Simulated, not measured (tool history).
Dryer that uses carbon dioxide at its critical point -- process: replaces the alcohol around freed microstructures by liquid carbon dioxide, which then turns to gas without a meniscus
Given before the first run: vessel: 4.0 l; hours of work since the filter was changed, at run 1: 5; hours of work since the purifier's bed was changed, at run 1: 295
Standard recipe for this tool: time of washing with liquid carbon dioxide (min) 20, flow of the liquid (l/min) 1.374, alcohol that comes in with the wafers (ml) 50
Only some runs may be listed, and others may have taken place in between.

run	hour	time of washing with liquid carbon dioxide (min)	flow of the liquid (l/min)	alcohol that comes in with the wafers (ml)	hours of work since the filter was changed	hours of work since the purifier's bed was changed	alcohol left in the vessel before it's heated (ppm by volume)
1	0	20	1.374	50	5	295	88
2	8.6	20	1.374	50	11	302	86
3	20.3	20	1.32	50	20	311	109
4	28.4	20	1.32	50	27	317	112
5	36.8	20	1.32	50	33	323	104
6	50.7	20	1.32	50	44	334	105
7	60.9	20	1.32	50	52	342	105
8	71.3	20	1.32	50	60	350	101
9	78	20	1.32	50	65	355	109
10	88	20	1.32	50	73	363	112
11	103.7	20	1.374	77	85	375	123
12	113.7	20	1.374	50	92	383	112
13	122.5	20	1.374	49	99	390	115
14	135.1	20	1.374	49	109	400	110
15	141.7	27	2.28	68	114	405	84
16	156.5	16	1.4	92	126	416	280
17	164.3	13	1.97	96	132	422	192
18	178.2	23	0.98	31	142	433	154
19	189.9	14	1.35	40	151	442	273
20	203	26	1.92	37	162	452	97
21	217.1	30	0.9	90	172	463	175
22	225.2	30	0.9	90	179	469	160
23	237	14	1.18	64	188	478	589
24	243.6	20	0.89	25	193	483	239
25	253.2	20	0.89	25	200	491	245

Branching from run 25: 4 alternative next runs. What would each branch give?
A	260.4	31	2.05	82	206	496	?
B	260.4	15	0.97	25	206	496	?
C	260.4	18	1.374	50	206	496	?
D	260.4	24	0.89	31	206	496	?

run	alcohol left in the vessel before it's heated (ppm by volume)
A	99
B	400
C	163
D	188
Without the tool's hidden state the same runs would have given:
run	alcohol left in the vessel before it's heated (ppm by volume)
A	9
B	261
C	54
D	75
